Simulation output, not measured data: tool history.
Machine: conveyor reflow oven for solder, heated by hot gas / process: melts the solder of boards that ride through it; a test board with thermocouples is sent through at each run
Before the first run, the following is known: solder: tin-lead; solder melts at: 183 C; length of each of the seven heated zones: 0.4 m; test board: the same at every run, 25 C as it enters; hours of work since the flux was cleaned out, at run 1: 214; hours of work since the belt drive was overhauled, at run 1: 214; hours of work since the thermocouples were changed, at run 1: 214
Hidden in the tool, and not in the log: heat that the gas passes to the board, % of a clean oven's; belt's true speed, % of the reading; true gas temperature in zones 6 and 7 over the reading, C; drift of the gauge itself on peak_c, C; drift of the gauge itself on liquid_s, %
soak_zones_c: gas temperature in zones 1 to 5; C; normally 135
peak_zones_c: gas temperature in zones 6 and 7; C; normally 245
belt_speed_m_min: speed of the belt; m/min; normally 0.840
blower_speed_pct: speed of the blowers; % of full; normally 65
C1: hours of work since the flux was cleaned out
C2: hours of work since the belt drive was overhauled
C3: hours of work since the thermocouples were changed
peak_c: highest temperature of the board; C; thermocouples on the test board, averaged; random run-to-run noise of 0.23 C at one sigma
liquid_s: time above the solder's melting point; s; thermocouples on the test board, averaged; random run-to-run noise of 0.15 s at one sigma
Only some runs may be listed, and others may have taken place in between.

Run 1, hour 0.0: usual settings; C1 214; C2 214; C3 214. Result: peak_c 217.3 C, liquid_s 41.4 s.
At hour 52.7: flux residue cleaned out of gas plates and filters.
Run 2, hour 69.7: usual settings; C1 10; C2 252; C3 252. Result: peak_c 216.7 C, liquid_s 41.0 s.
Run 3, hour 143.2: usual settings; C1 53; C2 294; C3 294. Result: peak_c 216.9 C, liquid_s 40.6 s.
Run 4, hour 185.0: usual settings but blower_speed_pct 82 % of full; C1 77; C2 319; C3 319. Result: peak_c 221.7 C, liquid_s 43.9 s.
Run 5, hour 225.7: usual settings but blower_speed_pct 82 % of full; C1 101; C2 342; C3 342. Result: peak_c 221.1 C, liquid_s 44.4 s.
At hour 298.7: flux residue cleaned out of gas plates and filters, once more.
Run 6, hour 309.0: usual settings; C1 6; C2 388; C3 388. Result: peak_c 218.4 C, liquid_s 42.2 s.
Run 7, hour 383.4: usual settings but belt_speed_m_min 0.944 m/min; C1 49; C2 431; C3 431. Result: peak_c 213.0 C, liquid_s 33.9 s.
Run 8, hour 445.2: usual settings but belt_speed_m_min 0.944 m/min; C1 85; C2 467; C3 467. Result: peak_c 212.5 C, liquid_s 33.8 s.
Run 9, hour 521.8: usual settings but belt_speed_m_min 1.004 m/min; C1 130; C2 511; C3 511. Result: peak_c 209.5 C, liquid_s 29.2 s.
Run 10, hour 563.6: usual settings but belt_speed_m_min 1.004 m/min; C1 154; C2 536; C3 536. Result: peak_c 209.0 C, liquid_s 29.2 s.
Run 11, hour 611.2: usual settings but peak_zones_c 246 C; C1 182; C2 563; C3 563. Result: peak_c 218.2 C, liquid_s 42.1 s.
Run 12, hour 653.7: usual settings but peak_zones_c 246 C; C1 206; C2 588; C3 588. Result: peak_c 217.7 C, liquid_s 41.7 s.
Run 13, hour 707.1: usual settings but peak_zones_c 246 C; C1 237; C2 619; C3 619. Result: peak_c 217.5 C, liquid_s 41.4 s.
At hour 719.0: flux residue cleaned out of gas plates and filters.
Run 14, hour 767.8: usual settings; C1 28; C2 652; C3 652. Result: peak_c 217.8 C, liquid_s 42.2 s.
Run 15, hour 812.8: usual settings; C1 55; C2 678; C3 678. Result: peak_c 218.0 C, liquid_s 41.8 s.
Run 16, hour 874.6: usual settings; C1 90; C2 714; C3 714. Result: peak_c 217.1 C, liquid_s 41.8 s.
Run 17, hour 967.0: usual settings but soak_zones_c 130 C; C1 144; C2 767; C3 767. Result: peak_c 215.7 C, liquid_s 39.7 s.
Run 18, hour 1059.3: usual settings but blower_speed_pct 89 % of full; C1 198; C2 821; C3 821. Result: peak_c 223.4 C, liquid_s 46.1 s.
Run 19, hour 1125.0: usual settings but belt_speed_m_min 0.901 m/min, blower_speed_pct 62 % of full; C1 236; C2 859; C3 859. Result: peak_c 212.1 C, liquid_s 34.9 s.
At hour 1144.3: flux residue cleaned out of gas plates and filters.
Run 20, hour 1178.1: usual settings but soak_zones_c 136 C, blower_speed_pct 72 % of full; C1 20; C2 887; C3 887. Result: peak_c 220.2 C, liquid_s 44.4 s.
At hour 1211.3: belt drive overhauled, speed set with a stopwatch.
At hour 1219.7: thermocouples of zones 6 and 7 changed.
Run 21, hour 1243.0: usual settings but soak_zones_c 136 C, blower_speed_pct 72 % of full; C1 54; C2 17; C3 14. Result: peak_c 221.9 C, liquid_s 43.9 s.

For run 22, what comes out?
Run 22, hour 1293.1: usual settings but soak_zones_c 136 C, blower_speed_pct 72 % of full; C1 83; C2 46; C3 43. Result: peak_c ?, liquid_s ?.

Run 22 yielded peak_c 221.6 C, liquid_s 44.2 s.
Minus the tool's unlogged condition, the same run would have read peak_c 222.0 C, liquid_s 44.4 s.
